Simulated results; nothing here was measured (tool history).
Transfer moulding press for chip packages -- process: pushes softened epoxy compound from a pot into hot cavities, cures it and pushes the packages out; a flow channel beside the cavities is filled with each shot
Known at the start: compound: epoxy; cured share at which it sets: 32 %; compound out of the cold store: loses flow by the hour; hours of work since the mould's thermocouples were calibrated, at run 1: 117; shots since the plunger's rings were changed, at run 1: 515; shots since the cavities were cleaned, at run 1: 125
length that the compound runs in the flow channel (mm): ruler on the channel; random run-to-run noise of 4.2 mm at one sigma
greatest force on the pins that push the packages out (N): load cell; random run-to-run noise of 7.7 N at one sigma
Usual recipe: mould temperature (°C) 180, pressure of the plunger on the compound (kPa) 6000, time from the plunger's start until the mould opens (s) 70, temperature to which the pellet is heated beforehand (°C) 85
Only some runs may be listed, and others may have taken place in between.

| run | hour | mould temperature (°C) | pressure of the plunger on the compound (kPa) | time from the plunger's start until the mould opens (s) | temperature to which the pellet is heated beforehand (°C) | hours of work since the mould's thermocouples were calibrated | shots since the plunger's rings were changed | shots since the cavities were cleaned | incoming compound's hours out of the cold store | length that the compound runs in the flow channel (mm) | greatest force on the pins that push the packages out (N) |
|---|---|---|---|---|---|---|---|---|---|---|---|
| 1 | 0 | 180 | 6000 | 70 | 85 | 117 | 515 | 125 | 13.8 | 979 | 458 |
| 2 | 13.1 | 180 | 6000 | 70 | 85 | 126 | 727 | 337 | 17.7 | 963 | 587 |
| 3 | 24.9 | 180 | 6000 | 70 | 85 | 134 | 921 | 531 | 15.7 | 968 | 674 |
| 4 | 31.2 | 180 | 6000 | 70 | 85 | 138 | 1023 | 633 | 8.5 | 992 | 711 |
| 5 | 36.5 | 180 | 6000 | 70 | 85 | 142 | 1109 | 719 | 40.2 | 891 | 662 |
|  | 41.8 | cavities cleaned with cleaning compound and waxed |
| 6 | 46.3 | 174 | 6000 | 70 | 85 | 148 | 1245 | 73 | 15.2 | 989 | 657 |
| 7 | 57.6 | 174 | 6000 | 70 | 85 | 155 | 1428 | 256 | 30.8 | 925 | 799 |
| 8 | 67.8 | 174 | 6000 | 70 | 85 | 162 | 1594 | 422 | 19 | 973 | 926 |
| 9 | 73.5 | 180 | 6000 | 70 | 85 | 166 | 1688 | 516 | 34.7 | 905 | 634 |
| 10 | 83.5 | 180 | 6000 | 70 | 85 | 173 | 1851 | 679 | 18.1 | 946 | 678 |
|  | 91.6 | cavities cleaned with cleaning compound and waxed |
| 11 | 92.5 | 180 | 6000 | 70 | 85 | 178 | 1974 | 16 | 10.9 | 971 | 400 |
| 12 | 102.8 | 180 | 6000 | 70 | 85 | 185 | 2142 | 184 | 43.1 | 875 | 481 |
| 13 | 112.4 | 180 | 6000 | 70 | 85 | 191 | 2298 | 340 | 34.4 | 889 | 563 |
| 14 | 122.7 | 180 | 6000 | 70 | 85 | 198 | 2465 | 507 | 8.7 | 982 | 681 |
| 15 | 133.6 | 181 | 6290 | 91 | 78 | 206 | 2642 | 684 | 26.9 | 926 | 370 |
|  | 141.7 | cavities cleaned with cleaning compound and waxed |
| 16 | 141.7 | 173 | 6000 | 70 | 85 | 210 | 2751 | 0 | 44.9 | 863 | 564 |
| 17 | 154.1 | 173 | 6000 | 89 | 87 | 219 | 2953 | 202 | 13.9 | 975 | 443 |
| 18 | 164.2 | 176 | 6000 | 70 | 89 | 225 | 3118 | 367 | 47.5 | 840 | 722 |
| 19 | 173.1 | 178 | 5320 | 68 | 86 | 231 | 3263 | 512 | 8.4 | 923 | 849 |
| 20 | 183 | 185 | 6000 | 70 | 75 | 238 | 3425 | 674 | 26.3 | 897 | 512 |
|  | 191.7 | cavities cleaned with cleaning compound and waxed |
| 21 | 191.7 | 186 | 7130 | 97 | 81 | 243 | 3541 | 0 | 40.6 | 926 | 180 |
| 22 | 197.9 | 182 | 6000 | 67 | 85 | 247 | 3642 | 101 | 28.9 | 895 | 445 |
| 23 | 206.9 | 182 | 4880 | 70 | 85 | 253 | 3790 | 249 | 31.5 | 792 | 490 |
|  | 216.6 | plunger's sealing rings changed |
| 24 | 221.3 | 180 | 6000 | 74 | 76 | 261 | 76 | 442 | 9.7 | 1003 | 599 |
| 25 | 232.3 | 180 | 6000 | 74 | 76 | 269 | 256 | 622 | 36 | 911 | 610 |
| 26 | 238.7 | 182 | 6060 | 65 | 91 | 273 | 359 | 725 | 36 | 903 | 695 |

Results per run with the tool's hidden condition removed, run-to-run variation unchanged:
The tool's hidden condition here consists of: true mould temperature over the reading, C; pressure that reaches the compound, % of what is set; grip of the stained cavities, % over clean ones'; drift of the gauge itself on flow_mm, %; drift of the gauge itself on push_out_n, %.
| run | length that the compound runs in the flow channel (mm) | greatest force on the pins that push the packages out (N) |
|---|---|---|
| 1 | 985 | 344 |
| 2 | 971 | 348 |
| 3 | 978 | 357 |
| 4 | 1004 | 361 |
| 5 | 902 | 330 |
| 6 | 1003 | 533 |
| 7 | 939 | 507 |
| 8 | 990 | 525 |
| 9 | 922 | 340 |
| 10 | 966 | 341 |
| 11 | 993 | 356 |
| 12 | 896 | 321 |
| 13 | 913 | 328 |
| 14 | 1010 | 364 |
| 15 | 954 | 190 |
| 16 | 891 | 523 |
| 17 | 1009 | 288 |
| 18 | 871 | 416 |
| 19 | 958 | 452 |
| 20 | 933 | 254 |
| 21 | 965 | 175 |
| 22 | 934 | 329 |
| 23 | 828 | 302 |
| 24 | 1004 | 323 |
| 25 | 914 | 309 |
| 26 | 906 | 338 |

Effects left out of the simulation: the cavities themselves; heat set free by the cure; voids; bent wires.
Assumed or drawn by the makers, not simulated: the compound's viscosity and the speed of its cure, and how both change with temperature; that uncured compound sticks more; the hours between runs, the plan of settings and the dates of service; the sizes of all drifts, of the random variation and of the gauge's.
